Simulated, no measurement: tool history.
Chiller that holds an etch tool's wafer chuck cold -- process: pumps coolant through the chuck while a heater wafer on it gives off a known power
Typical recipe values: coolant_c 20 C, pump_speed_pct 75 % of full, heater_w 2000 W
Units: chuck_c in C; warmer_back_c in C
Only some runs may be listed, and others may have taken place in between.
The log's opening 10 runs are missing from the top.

| run | hour | coolant_c | pump_speed_pct | heater_w | chuck_c | warmer_back_c |
|---|---|---|---|---|---|---|
| 11 | 248.1 | 20 | 75 | 2000 | 40.6 | 6 |
| 12 | 267.8 | 20 | 75 | 1264 | 32.8 | 3.8 |
| 13 | 284.5 | 20 | 75 | 1264 | 32.8 | 3.74 |
| 14 | 309.8 | 20 | 75 | 2000 | 40.3 | 6.11 |
| 15 | 334.7 | 20 | 75 | 2000 | 40.3 | 5.99 |
| 16 | 355.2 | 20 | 86 | 2000 | 38 | 5.22 |
| 17 | 378.2 | 20 | 86 | 2000 | 38 | 5.2 |
| 18 | 399 | 20 | 86 | 2000 | 38.3 | 5.22 |
| 19 | 429.6 | 20 | 86 | 2000 | 38.2 | 5.14 |
| 20 | 456 | 19 | 72 | 1116 | 30.8 | 3.39 |
| 21 | 473.2 | 19 | 60 | 1005 | 31.3 | 3.58 |
| 22 | 487.1 | 19 | 60 | 1005 | 31.3 | 3.64 |
| 23 | 506.3 | 12 | 65 | 2227 | 37.7 | 7.7 |
| 24 | 530.2 | 22 | 68 | 2000 | 44.1 | 6.58 |
| 25 | 556.9 | 24 | 61 | 2734 | 57.4 | 10.02 |
| 26 | 583.1 | 28 | 86 | 1532 | 41.8 | 3.86 |
| 27 | 598.9 | 16 | 75 | 1503 | 31.4 | 4.36 |
| 28 | 616.7 | 16 | 65 | 2251 | 42 | 7.69 |
| 29 | 639.6 | 13 | 69 | 2248 | 37.8 | 7.22 |
| 30 | 654.1 | 13 | 69 | 2248 | 37.8 | 7.19 |
| 31 | 676.8 | 13 | 79 | 2248 | 35 | 6.24 |
| 32 | 700.3 | 23 | 79 | 2248 | 44.8 | 6.19 |

3 ways to go on from here, each from the tool as it stands after run 32. What would each give?
| A | 723.1 | 10 | 79 | 2248 | ? | ? |
| B | 723.1 | 23 | 87 | 2248 | ? | ? |
| C | 723.1 | 21 | 79 | 1275 | ? | ? |

| run | chuck_c | warmer_back_c |
|---|---|---|
| A | 31.9 | 6.24 |
| B | 43.2 | 5.65 |
| C | 33.4 | 3.42 |
Take away the tool's hidden state, keep each run's random variation, and the runs would have read:
| run | chuck_c | warmer_back_c |
|---|---|---|
| A | 31.9 | 6.61 |
| B | 43.1 | 6.02 |
| C | 33.3 | 3.78 |
